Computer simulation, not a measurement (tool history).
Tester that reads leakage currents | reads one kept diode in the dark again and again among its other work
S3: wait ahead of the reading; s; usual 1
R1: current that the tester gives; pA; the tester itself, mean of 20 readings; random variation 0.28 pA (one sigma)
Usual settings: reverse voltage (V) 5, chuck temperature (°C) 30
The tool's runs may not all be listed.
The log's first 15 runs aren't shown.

run 16 hour=654.4 | reverse_voltage_(V)=3.61 chuck_temperature_(°C)=30 S3=1 | R1=80.41
-- hour=696.6 chuck's temperature calibrated, once more
run 17 hour=709.6 | reverse_voltage_(V)=2.05 chuck_temperature_(°C)=30 S3=1 | R1=65.44
run 18 hour=746 | reverse_voltage_(V)=6.43 chuck_temperature_(°C)=30 S3=1 | R1=114.23
run 19 hour=782.4 | reverse_voltage_(V)=6.43 chuck_temperature_(°C)=30 S3=1 | R1=115.03
run 20 hour=828.3 | reverse_voltage_(V)=2.11 chuck_temperature_(°C)=30 S3=1.18 | R1=66.56
run 21 hour=863.7 | reverse_voltage_(V)=2.11 chuck_temperature_(°C)=30 S3=1.18 | R1=66.32
run 22 hour=906.3 | reverse_voltage_(V)=5 chuck_temperature_(°C)=40 S3=1 | R1=235.89
run 23 hour=935.8 | reverse_voltage_(V)=7.68 chuck_temperature_(°C)=47 S3=2.54 | R1=513.27
run 24 hour=966.2 | reverse_voltage_(V)=7.68 chuck_temperature_(°C)=47 S3=2.54 | R1=513.66
run 25 hour=1015.9 | reverse_voltage_(V)=5 chuck_temperature_(°C)=60 S3=1 | R1=1181.03
run 26 hour=1043 | reverse_voltage_(V)=5 chuck_temperature_(°C)=60 S3=1 | R1=1173.05
-- hour=1082.6 probe card cleaned and baked
run 27 hour=1110.3 | reverse_voltage_(V)=5 chuck_temperature_(°C)=60 S3=1 | R1=1168.27
run 28 hour=1166.6 | reverse_voltage_(V)=5 chuck_temperature_(°C)=60 S3=1 | R1=1164.94
run 29 hour=1204.9 | reverse_voltage_(V)=5 chuck_temperature_(°C)=56 S3=1.74 | R1=854.07
run 30 hour=1265 | reverse_voltage_(V)=5.03 chuck_temperature_(°C)=38 S3=1.74 | R1=189.84
run 31 hour=1313.3 | reverse_voltage_(V)=1.86 chuck_temperature_(°C)=30 S3=5.29 | R1=58.78
run 32 hour=1345.9 | reverse_voltage_(V)=8.11 chuck_temperature_(°C)=30 S3=1.63 | R1=115.48
run 33 hour=1397.2 | reverse_voltage_(V)=3.82 chuck_temperature_(°C)=27 S3=0.37 | R1=63.49
run 34 hour=1425.5 | reverse_voltage_(V)=10.21 chuck_temperature_(°C)=43 S3=2.55 | R1=404.86
run 35 hour=1452.7 | reverse_voltage_(V)=6.24 chuck_temperature_(°C)=22 S3=0.52 | R1=51.16
run 36 hour=1512.3 | reverse_voltage_(V)=6.24 chuck_temperature_(°C)=22 S3=0.52 | R1=51.36
run 37 hour=1574 | reverse_voltage_(V)=6.24 chuck_temperature_(°C)=30 S3=3.32 | R1=103.44

Forecast each of these 4 alternatives for the next run:
run A hour=1620.6 | reverse_voltage_(V)=1.43 chuck_temperature_(°C)=28 S3=1.81 | R1=?
run B hour=1620.6 | reverse_voltage_(V)=1.12 chuck_temperature_(°C)=30 S3=3.32 | R1=?
run C hour=1620.6 | reverse_voltage_(V)=17.88 chuck_temperature_(°C)=30 S3=3.32 | R1=?
run D hour=1620.6 | reverse_voltage_(V)=1.11 chuck_temperature_(°C)=30 S3=1.31 | R1=?

run=A R1=43.33
run=B R1=46.67
run=C R1=171.84
run=D R1=46.62
Without the tool's hidden state the same runs would have given:
run=A R1=43.73
run=B R1=47.4
run=C R1=164.01
run=D R1=47.35

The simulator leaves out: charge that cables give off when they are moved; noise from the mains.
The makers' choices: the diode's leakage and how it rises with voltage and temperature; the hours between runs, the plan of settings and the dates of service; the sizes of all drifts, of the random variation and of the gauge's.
